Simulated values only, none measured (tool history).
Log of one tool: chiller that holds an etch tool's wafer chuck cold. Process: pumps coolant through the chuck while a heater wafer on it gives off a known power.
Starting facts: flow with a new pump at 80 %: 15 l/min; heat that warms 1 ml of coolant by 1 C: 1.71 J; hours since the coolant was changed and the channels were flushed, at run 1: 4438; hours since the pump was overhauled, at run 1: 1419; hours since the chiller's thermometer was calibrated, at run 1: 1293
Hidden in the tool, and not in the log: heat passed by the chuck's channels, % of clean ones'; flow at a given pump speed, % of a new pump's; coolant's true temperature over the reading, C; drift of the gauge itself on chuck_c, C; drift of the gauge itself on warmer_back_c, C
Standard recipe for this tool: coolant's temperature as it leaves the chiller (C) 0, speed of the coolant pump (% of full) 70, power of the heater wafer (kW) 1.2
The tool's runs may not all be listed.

run    hour  coolant's temperature as it leaves the chiller (C)  speed of the coolant pump (% of full)  power of the heater wafer (kW)  hours since the coolant was changed and the channels were flushed  hours since the pump was overhauled  hours since the chiller's thermometer was calibrated  chuck's temperature once it has settled (C)  how much warmer the coolant comes back (C)
  1       0                                                   0                                     70                             1.2                                                               4438                                 1419                                                  1293                                         11.5                                        3.25
  2    47.9                                                   0                                     70                             1.2                                                               4486                                 1467                                                  1341                                         11.6                                        3.33
  3      82                                                   0                                     70                             1.2                                                               4520                                 1501                                                  1375                                         11.6                                        3.31
  4   120.2                                                   0                                     70                             1.2                                                               4559                                 1539                                                  1413                                         11.6                                         3.3
  5   164.3                                                   0                                     70                             1.2                                                               4603                                 1583                                                  1457                                         11.5                                        3.26
  6   203.2                                                   0                                     70                             1.2                                                               4642                                 1622                                                  1496                                         11.7                                        3.29
  7   241.7                                                   0                                     70                             1.5                                                               4680                                 1660                                                  1534                                         14.4                                        4.18
  8   298.5                                                   0                                     70                            0.92                                                               4737                                 1717                                                  1591                                          8.8                                        2.55
  9   335.5                                                   6                                     70                             1.2                                                               4774                                 1754                                                  1628                                         17.6                                        3.25
 10   383.3                                                   0                                     61                             1.2                                                               4822                                 1802                                                  1676                                         12.5                                        3.81
 11     441                                                   0                                     70                             1.2                                                               4879                                 1860                                                  1734                                         11.6                                        3.27
 12   492.7                                                   0                                     70                             1.2                                                               4931                                 1911                                                  1785                                         11.6                                         3.3
 13   527.9                                                   0                                     70                             1.2                                                               4966                                 1947                                                  1821                                         11.6                                         3.3
 14     586                                                   0                                     70                             1.2                                                               5024                                 2005                                                  1879                                         11.6                                        3.25
 15   644.4                                                   0                                     70                             1.2                                                               5083                                 2063                                                  1937                                         11.5                                        3.24
 16   673.7                                                   0                                     70                           1.254                                                               5112                                 2092                                                  1966                                           12                                         3.4
 17   707.8                                                   0                                     70                           1.254                                                               5146                                 2127                                                  2000                                         12.2                                        3.46
 18   740.4                                                   0                                     90                           1.243                                                               5179                                 2159                                                  2033                                         10.3                                         2.6
      761.7  -- chiller's thermometer calibrated
 19   771.1                                                   0                                     90                           1.243                                                               5208                                 2189                                                     9                                         10.4                                        2.54
 20   811.9                                                   0                                     90                           1.243                                                               5249                                 2230                                                    50                                         10.4                                        2.55
 21     861                                                   5                                     62                             1.2                                                               5298                                 2279                                                    99                                         17.5                                        3.77
 22   913.7                                                   5                                     62                             1.2                                                               5351                                 2331                                                   152                                         17.2                                        3.78
 23   970.3                                                  -3                                     68                           0.804                                                               5408                                 2388                                                   209                                          4.9                                        2.25
 24  1011.3                                                   8                                     98                           0.753                                                               5449                                 2429                                                   250                                           14                                        1.39
 25  1041.9                                                   0                                     70                            1.23                                                               5479                                 2460                                                   280                                         11.8                                        3.33
 26  1067.3                                                   0                                     70                            1.23                                                               5505                                 2485                                                   306                                           12                                        3.33

Predict the results of run 27:
 27  1113.2                                                   0                                     70                            1.23                                                               5551                                 2531                                                   352                                            ?                                           ?

{"run 27": {"chuck's temperature once it has settled (C)": 11.9, "how much warmer the coolant comes back (C)": 3.39}}
Had the tool carried no hidden state, the very same run would have given chuck's temperature once it has settled (C) 11.9, how much warmer the coolant comes back (C) 3.39.
